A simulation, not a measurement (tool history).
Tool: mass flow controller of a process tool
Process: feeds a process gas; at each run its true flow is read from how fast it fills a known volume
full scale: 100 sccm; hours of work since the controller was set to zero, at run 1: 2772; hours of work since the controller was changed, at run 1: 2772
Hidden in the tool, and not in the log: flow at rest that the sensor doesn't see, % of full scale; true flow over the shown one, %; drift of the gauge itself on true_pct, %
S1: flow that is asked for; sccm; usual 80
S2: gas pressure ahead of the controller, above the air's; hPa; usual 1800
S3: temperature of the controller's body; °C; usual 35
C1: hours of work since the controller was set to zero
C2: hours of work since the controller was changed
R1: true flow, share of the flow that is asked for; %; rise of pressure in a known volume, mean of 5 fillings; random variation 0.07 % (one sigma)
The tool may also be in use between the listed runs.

{"run": 1, "day": 0.0, "S1": 80, "S2": 1800, "S3": 35, "C1": 2772, "C2": 2772, "R1": 99.42}
{"run": 2, "day": 5.825, "S1": 80, "S2": 1800, "S3": 28, "C1": 2819, "C2": 2819, "R1": 99.6}
{"run": 3, "day": 18.004, "S1": 80, "S2": 1800, "S3": 28, "C1": 2917, "C2": 2917, "R1": 99.52}
{"run": 4, "day": 27.658, "S1": 80, "S2": 1800, "S3": 28, "C1": 2995, "C2": 2995, "R1": 99.35}
{"run": 5, "day": 37.138, "S1": 86, "S2": 1800, "S3": 35, "C1": 3071, "C2": 3071, "R1": 99.07}
{"run": 6, "day": 47.692, "S1": 80, "S2": 1800, "S3": 35, "C1": 3156, "C2": 3156, "R1": 98.87}
{"run": 7, "day": 58.546, "S1": 67, "S2": 1800, "S3": 35, "C1": 3244, "C2": 3244, "R1": 98.57}
{"run": 8, "day": 70.808, "S1": 80, "S2": 1800, "S3": 35, "C1": 3343, "C2": 3343, "R1": 98.62}
{"run": 9, "day": 79.908, "S1": 80, "S2": 1800, "S3": 35, "C1": 3416, "C2": 3416, "R1": 98.52}
{"run": 10, "day": 85.592, "S1": 49, "S2": 1800, "S3": 35, "C1": 3462, "C2": 3462, "R1": 98.06}
{"run": 11, "day": 93.704, "S1": 80, "S2": 1800, "S3": 28, "C1": 3527, "C2": 3527, "R1": 98.59}
{"run": 12, "day": 100.925, "S1": 62, "S2": 1800, "S3": 35, "C1": 3585, "C2": 3585, "R1": 98.11}
{"run": 13, "day": 107.788, "S1": 62, "S2": 1800, "S3": 35, "C1": 3641, "C2": 3641, "R1": 98.04}
{"run": 14, "day": 113.875, "S1": 62, "S2": 1800, "S3": 35, "C1": 3690, "C2": 3690, "R1": 97.98}
{"run": 15, "day": 122.25, "S1": 62, "S2": 1800, "S3": 35, "C1": 3757, "C2": 3757, "R1": 97.85}
{"run": 16, "day": 133.333, "S1": 62, "S2": 1800, "S3": 35, "C1": 3846, "C2": 3846, "R1": 97.85}
{"run": 17, "day": 141.796, "S1": 62, "S2": 1800, "S3": 35, "C1": 3915, "C2": 3915, "R1": 97.65}
{"run": 18, "day": 151.225, "S1": 80, "S2": 1800, "S3": 38, "C1": 3990, "C2": 3990, "R1": 97.57}
{"day": 160.338, "done": "gauge calibrated"}
{"run": 19, "day": 162.396, "S1": 11, "S2": 1760, "S3": 23, "C1": 4080, "C2": 4080, "R1": 99.14}
{"run": 20, "day": 172.592, "S1": 80, "S2": 1710, "S3": 37, "C1": 4163, "C2": 4163, "R1": 99.11}
{"run": 21, "day": 178.867, "S1": 49, "S2": 1800, "S3": 35, "C1": 4213, "C2": 4213, "R1": 98.85}
{"run": 22, "day": 190.771, "S1": 51, "S2": 2250, "S3": 35, "C1": 4309, "C2": 4309, "R1": 98.61}
{"run": 23, "day": 199.567, "S1": 80, "S2": 1470, "S3": 28, "C1": 4380, "C2": 4380, "R1": 99.41}
{"run": 24, "day": 210.288, "S1": 80, "S2": 1470, "S3": 28, "C1": 4466, "C2": 4466, "R1": 99.28}
{"run": 25, "day": 215.8, "S1": 80, "S2": 1680, "S3": 35, "C1": 4511, "C2": 4511, "R1": 98.91}
{"run": 26, "day": 227.862, "S1": 15, "S2": 1940, "S3": 25, "C1": 4608, "C2": 4608, "R1": 98.32}
{"run": 27, "day": 237.1, "S1": 15, "S2": 1800, "S3": 30, "C1": 4682, "C2": 4682, "R1": 98.04}
{"run": 28, "day": 246.838, "S1": 48, "S2": 1790, "S3": 24, "C1": 4761, "C2": 4761, "R1": 98.63}
{"run": 29, "day": 252.404, "S1": 80, "S2": 1800, "S3": 38, "C1": 4806, "C2": 4806, "R1": 98.2}
{"run": 30, "day": 259.362, "S1": 80, "S2": 1800, "S3": 38, "C1": 4862, "C2": 4862, "R1": 98.14}
{"run": 31, "day": 266.512, "S1": 44, "S2": 1930, "S3": 38, "C1": 4919, "C2": 4919, "R1": 97.75}
{"run": 32, "day": 276.188, "S1": 44, "S2": 1930, "S3": 38, "C1": 4997, "C2": 4997, "R1": 97.56}
{"run": 33, "day": 288.846, "S1": 44, "S2": 1930, "S3": 38, "C1": 5099, "C2": 5099, "R1": 97.49}
{"run": 34, "day": 298.221, "S1": 80, "S2": 1800, "S3": 35, "C1": 5175, "C2": 5175, "R1": 97.9}
{"run": 35, "day": 309.758, "S1": 80, "S2": 1800, "S3": 35, "C1": 5268, "C2": 5268, "R1": 97.85}

Forecast each of these 4 alternatives for the next run:
{"run": "A", "day": 320.217, "S1": 95, "S2": 2060, "S3": 24, "C1": 5352, "C2": 5352, "R1": "?"}
{"run": "B", "day": 320.217, "S1": 15, "S2": 1800, "S3": 22, "C1": 5352, "C2": 5352, "R1": "?"}
{"run": "C", "day": 320.217, "S1": 78, "S2": 1800, "S3": 31, "C1": 5352, "C2": 5352, "R1": "?"}
{"run": "D", "day": 320.217, "S1": 88, "S2": 2750, "S3": 39, "C1": 5352, "C2": 5352, "R1": "?"}

run=A R1=98.32
run=B R1=97.4
run=C R1=97.81
run=D R1=97.37
Without the tool's hidden state the same runs would have given:
run=A R1=99.98
run=B R1=99.08
run=C R1=99.46
run=D R1=99.02

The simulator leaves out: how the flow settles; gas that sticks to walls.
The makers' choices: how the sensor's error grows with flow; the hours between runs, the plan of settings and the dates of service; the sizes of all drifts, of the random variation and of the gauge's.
